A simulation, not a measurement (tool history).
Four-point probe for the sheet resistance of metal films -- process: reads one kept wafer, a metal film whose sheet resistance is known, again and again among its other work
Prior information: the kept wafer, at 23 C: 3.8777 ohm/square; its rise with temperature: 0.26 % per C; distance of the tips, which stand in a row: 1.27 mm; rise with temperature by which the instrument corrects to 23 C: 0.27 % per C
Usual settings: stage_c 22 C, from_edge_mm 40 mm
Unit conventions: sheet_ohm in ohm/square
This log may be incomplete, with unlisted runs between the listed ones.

| run | hour | stage_c | from_edge_mm | sheet_ohm |
|---|---|---|---|---|
| 1 | 0.0 | 22 | 40 | 3.850882 |
| 2 | 63.6 | 22 | 40 | 3.849697 |
| 3 | 97.0 | 22 | 12 | 3.871514 |
| 4 | 156.9 | 22 | 12 | 3.871392 |
| 5 | 217.9 | 22 | 12 | 3.870429 |
| 6 | 284.0 | 22 | 12 | 3.870634 |
| 7 | 315.7 | 26 | 12 | 3.870256 |
| 8 | 346.1 | 26 | 12 | 3.869576 |
|  | 350.0 | stage's thermometer calibrated |
| 9 | 391.1 | 26 | 12 | 3.866102 |
| 10 | 423.5 | 26 | 12 | 3.868527 |
| 11 | 477.4 | 22 | 37 | 3.845524 |
| 12 | 511.9 | 25 | 40 | 3.844650 |
| 13 | 558.6 | 25 | 40 | 3.845473 |
| 14 | 612.3 | 25 | 40 | 3.844741 |
| 15 | 659.5 | 25 | 40 | 3.844726 |
|  | 686.4 | stage's thermometer calibrated, once more |
| 16 | 690.6 | 25 | 15 | 3.865751 |
| 17 | 724.6 | 25 | 4 | 4.048377 |
| 18 | 770.6 | 25 | 4 | 4.046490 |
| 19 | 802.4 | 32 | 22 | 3.855038 |
| 20 | 835.5 | 28 | 9 | 3.888359 |
| 21 | 877.7 | 28 | 9 | 3.888017 |
| 22 | 913.1 | 23 | 18 | 3.859437 |
| 23 | 945.4 | 31 | 40 | 3.848819 |
| 24 | 977.4 | 25 | 30 | 3.851701 |
| 25 | 1018.8 | 20 | 30 | 3.854995 |
| 26 | 1076.7 | 23 | 9 | 3.889205 |
| 27 | 1121.9 | 19 | 18 | 3.858863 |
| 28 | 1158.9 | 22 | 13 | 3.868693 |

Here are 4 independent what-if runs from the current tool condition. What would each one return?
| A | 1209.7 | 19 | 40 | ? |
| B | 1209.7 | 19 | 4 | ? |
| C | 1209.7 | 22 | 26 | ? |
| D | 1209.7 | 32 | 4 | ? |

| run | sheet_ohm |
|---|---|
| A | 3.852593 |
| B | 4.047015 |
| C | 3.852997 |
| D | 4.042197 |
Take away the tool's hidden state, keep each run's random variation, and the runs would have read:
| run | sheet_ohm |
|---|---|
| A | 3.883075 |
| B | 4.078905 |
| C | 3.883472 |
| D | 4.074018 |
